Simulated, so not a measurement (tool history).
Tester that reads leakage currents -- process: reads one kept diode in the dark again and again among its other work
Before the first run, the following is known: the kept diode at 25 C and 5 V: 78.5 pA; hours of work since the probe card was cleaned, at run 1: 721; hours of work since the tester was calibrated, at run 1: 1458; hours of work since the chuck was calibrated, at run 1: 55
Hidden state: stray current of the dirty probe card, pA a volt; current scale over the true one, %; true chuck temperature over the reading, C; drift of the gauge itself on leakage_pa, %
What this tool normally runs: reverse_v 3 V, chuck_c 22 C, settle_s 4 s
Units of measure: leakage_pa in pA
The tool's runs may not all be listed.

| run | hour | reverse_v | chuck_c | settle_s | hours of work since the probe card was cleaned | hours of work since the tester was calibrated | hours of work since the chuck was calibrated | leakage_pa |
|---|---|---|---|---|---|---|---|---|
| 1 | 0 | 3 | 22 | 4 | 721 | 1458 | 55 | 52.71 |
| 2 | 32.4 | 3 | 22 | 4 | 743 | 1480 | 77 | 52.5 |
| 3 | 53 | 10.87 | 22 | 4 | 757 | 1494 | 90 | 87.82 |
| 4 | 68.4 | 3 | 22 | 4 | 767 | 1504 | 101 | 52.52 |
| 5 | 95.5 | 3 | 22 | 0.39 | 785 | 1522 | 119 | 55.44 |
| 6 | 121.9 | 3 | 27 | 4 | 803 | 1540 | 137 | 75.98 |
| 7 | 140.3 | 3 | 27 | 4 | 816 | 1552 | 149 | 75.82 |
| 8 | 172.2 | 3 | 22 | 0.33 | 837 | 1574 | 170 | 56.41 |
|  | 178.1 | probe card cleaned and baked |
| 9 | 211.3 | 3 | 22 | 0.33 | 22 | 1598 | 195 | 56.49 |
| 10 | 235.8 | 3 | 23 | 3.74 | 39 | 1614 | 211 | 57.25 |
| 11 | 271.6 | 3 | 23 | 3.74 | 63 | 1638 | 235 | 57.51 |
| 12 | 308.7 | 12.51 | 23 | 0.35 | 88 | 1663 | 260 | 114.61 |
|  | 320.6 | probe card cleaned and baked, once more |
| 13 | 348.5 | 12.51 | 49 | 8.94 | 19 | 1688 | 285 | 572.92 |
| 14 | 376.5 | 12.51 | 49 | 8.94 | 37 | 1707 | 303 | 572.36 |
| 15 | 407.2 | 3.44 | 53 | 1.32 | 58 | 1727 | 324 | 449.47 |
| 16 | 428 | 3.44 | 53 | 1.32 | 72 | 1741 | 338 | 447.96 |
| 17 | 450.8 | 1.95 | 50 | 0.52 | 87 | 1756 | 353 | 300.45 |
| 18 | 487.8 | 1.89 | 50 | 7.94 | 112 | 1781 | 378 | 295.42 |

Measured result minus the same run's result without the hidden state. Both carry the same run-to-run variation, though not necessarily the same gauge scatter:
| run | leakage_pa |
|---|---|
| 1 | +0.61 |
| 2 | +0.66 |
| 3 | +1.78 |
| 4 | +0.72 |
| 5 | +0.8 |
| 6 | +1.03 |
| 7 | +1.06 |
| 8 | +0.93 |
| 9 | +1.14 |
| 10 | +1.19 |
| 11 | +1.26 |
| 12 | +3.82 |
| 13 | +8.44 |
| 14 | +8.85 |
| 15 | +7.18 |
| 16 | +7.37 |
| 17 | +5.12 |
| 18 | +5.29 |
